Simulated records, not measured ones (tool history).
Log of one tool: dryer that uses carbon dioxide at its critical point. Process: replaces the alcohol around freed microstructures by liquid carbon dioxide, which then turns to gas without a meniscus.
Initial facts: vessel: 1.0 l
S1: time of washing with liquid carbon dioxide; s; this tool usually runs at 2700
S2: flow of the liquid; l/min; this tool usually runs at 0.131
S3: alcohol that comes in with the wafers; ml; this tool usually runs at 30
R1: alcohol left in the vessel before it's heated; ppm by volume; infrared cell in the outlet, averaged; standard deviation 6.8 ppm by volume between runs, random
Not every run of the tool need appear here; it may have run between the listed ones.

run,hour,S1,S2,S3,R1
1,0,2700,0.131,30,544
2,8.4,2700,0.131,30,555
3,18.1,2700,0.131,59,1050
4,24.6,2700,0.131,24,451
5,29.2,2700,0.131,24,436
6,36.5,2700,0.131,24,461
7,41.5,2700,0.131,24,452
8,48.6,2700,0.131,64,1175
9,54.2,2700,0.131,64,1183
10,61.1,2700,0.131,30,566
11,69,2700,0.151,30,323
# hour 74.5: inlet filter changed
12,79,2940,0.131,30,235
13,84.8,2940,0.131,30,227
14,91.2,2940,0.131,30,231
15,96.8,2940,0.131,30,235
16,101.1,2400,0.155,30,280
17,106.5,2700,0.131,80,862

Predict the results of run 18:
18,112.1,2700,0.131,80,?

{"run 18": {"R1": 864}}
Take away the tool's hidden state, keep the run-to-run variation as it was, and the same run would have given R1 811 ppm by volume.
